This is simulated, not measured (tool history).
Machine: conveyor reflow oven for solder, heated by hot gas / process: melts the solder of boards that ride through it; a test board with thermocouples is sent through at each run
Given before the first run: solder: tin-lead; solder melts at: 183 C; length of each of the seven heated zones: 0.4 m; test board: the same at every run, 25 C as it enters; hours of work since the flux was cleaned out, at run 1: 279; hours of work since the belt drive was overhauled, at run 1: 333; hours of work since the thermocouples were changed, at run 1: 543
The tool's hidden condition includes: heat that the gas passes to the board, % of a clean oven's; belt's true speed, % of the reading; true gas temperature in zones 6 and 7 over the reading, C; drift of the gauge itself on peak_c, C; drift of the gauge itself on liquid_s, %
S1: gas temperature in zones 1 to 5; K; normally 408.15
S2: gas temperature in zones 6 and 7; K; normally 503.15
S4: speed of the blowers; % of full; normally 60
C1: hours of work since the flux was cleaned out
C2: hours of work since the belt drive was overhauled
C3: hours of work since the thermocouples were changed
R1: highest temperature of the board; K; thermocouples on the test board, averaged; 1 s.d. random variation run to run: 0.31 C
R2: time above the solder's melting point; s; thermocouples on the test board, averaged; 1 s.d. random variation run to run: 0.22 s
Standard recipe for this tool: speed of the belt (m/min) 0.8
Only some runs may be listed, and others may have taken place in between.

Run 1, day 0: usual settings; C1 279; C2 333; C3 543. Result: R1 486.05 K, R2 41.4 s.
Run 2, day 0.746: usual settings but speed of the belt (m/min) 0.861; C1 287; C2 341; C3 552. Result: R1 483.25 K, R2 36.2 s.
Run 3, day 1.992: usual settings but speed of the belt (m/min) 0.861; C1 302; C2 356; C3 566. Result: R1 483.25 K, R2 36 s.
Run 4, day 3.229: usual settings but speed of the belt (m/min) 0.861; C1 316; C2 370; C3 581. Result: R1 483.35 K, R2 35.8 s.
Run 5, day 4.012: usual settings but speed of the belt (m/min) 0.861; C1 325; C2 379; C3 590. Result: R1 482.95 K, R2 36.2 s.
Run 6, day 4.746: usual settings but speed of the belt (m/min) 0.861; C1 334; C2 388; C3 598. Result: R1 483.35 K, R2 35.8 s.
Run 7, day 5.438: usual settings but speed of the belt (m/min) 0.861; C1 342; C2 396; C3 606. Result: R1 482.85 K, R2 35.9 s.
Run 8, day 6.658: usual settings but S2 497.15 K, speed of the belt (m/min) 0.646, S4 63 % of full; C1 356; C2 410; C3 621. Result: R1 486.25 K, R2 53.5 s.
Run 9, day 7.608: usual settings but S2 497.15 K, speed of the belt (m/min) 0.646, S4 63 % of full; C1 367; C2 421; C3 632. Result: R1 485.95 K, R2 53.8 s.
At day 7.833: belt drive overhauled, speed set with a stopwatch.
Run 10, day 8.842: usual settings but S2 497.15 K, speed of the belt (m/min) 0.646, S4 63 % of full; C1 380; C2 12; C3 644. Result: R1 486.55 K, R2 53.5 s.
Run 11, day 9.388: usual settings but S2 497.15 K, speed of the belt (m/min) 0.646, S4 63 % of full; C1 386; C2 18; C3 651. Result: R1 486.85 K, R2 53.4 s.
Run 12, day 10.471: usual settings but S2 497.15 K, speed of the belt (m/min) 0.646, S4 63 % of full; C1 399; C2 31; C3 663. Result: R1 485.85 K, R2 53.5 s.
Run 13, day 11.421: usual settings but S1 404.15 K, S4 89 % of full; C1 410; C2 42; C3 674. Result: R1 489.75 K, R2 43.5 s.
Run 14, day 12: usual settings but S1 404.15 K, S4 89 % of full; C1 416; C2 49; C3 681. Result: R1 489.25 K, R2 43.4 s.

Each row is a separate what-if for the run after 14, all from the same tool condition, not one after another. Results?
At day 12.404: flux residue cleaned out of gas plates and filters.
Run A, day 12.871: usual settings but S1 421.15 K, S2 494.15 K, S4 89 % of full; C1 5; C2 56; C3 689. Result: R1 ?, R2 ?.
At day 12.404: flux residue cleaned out of gas plates and filters.
Run B, day 12.871: usual settings but S2 499.15 K, speed of the belt (m/min) 0.959; C1 5; C2 56; C3 689. Result: R1 ?, R2 ?.
At day 12.404: flux residue cleaned out of gas plates and filters.
Run C, day 12.871: usual settings but S1 404.15 K, S2 499.15 K, speed of the belt (m/min) 0.934; C1 5; C2 56; C3 689. Result: R1 ?, R2 ?.
At day 12.404: flux residue cleaned out of gas plates and filters.
Run D, day 12.871: usual settings but S1 407.15 K, S2 511.15 K, S4 89 % of full; C1 5; C2 56; C3 689. Result: R1 ?, R2 ?.
At day 12.404: flux residue cleaned out of gas plates and filters.
Run E, day 12.871: usual settings but S1 404.15 K, S2 492.15 K, speed of the belt (m/min) 0.748, S4 81 % of full; C1 5; C2 56; C3 689. Result: R1 ?, R2 ?.

run      R1    R2
  A  485.25  47.5
  B  477.95  28.8
  C  477.95  28.5
  D  499.95    50
  E  482.95  43.3
Stripped of hidden state, with their random variation kept, the same runs would have yielded:
run      R1    R2
  A  486.35  47.9
  B  478.95  29.4
  C  478.95  29.1
  D  501.05  50.3
  E  484.05  43.9
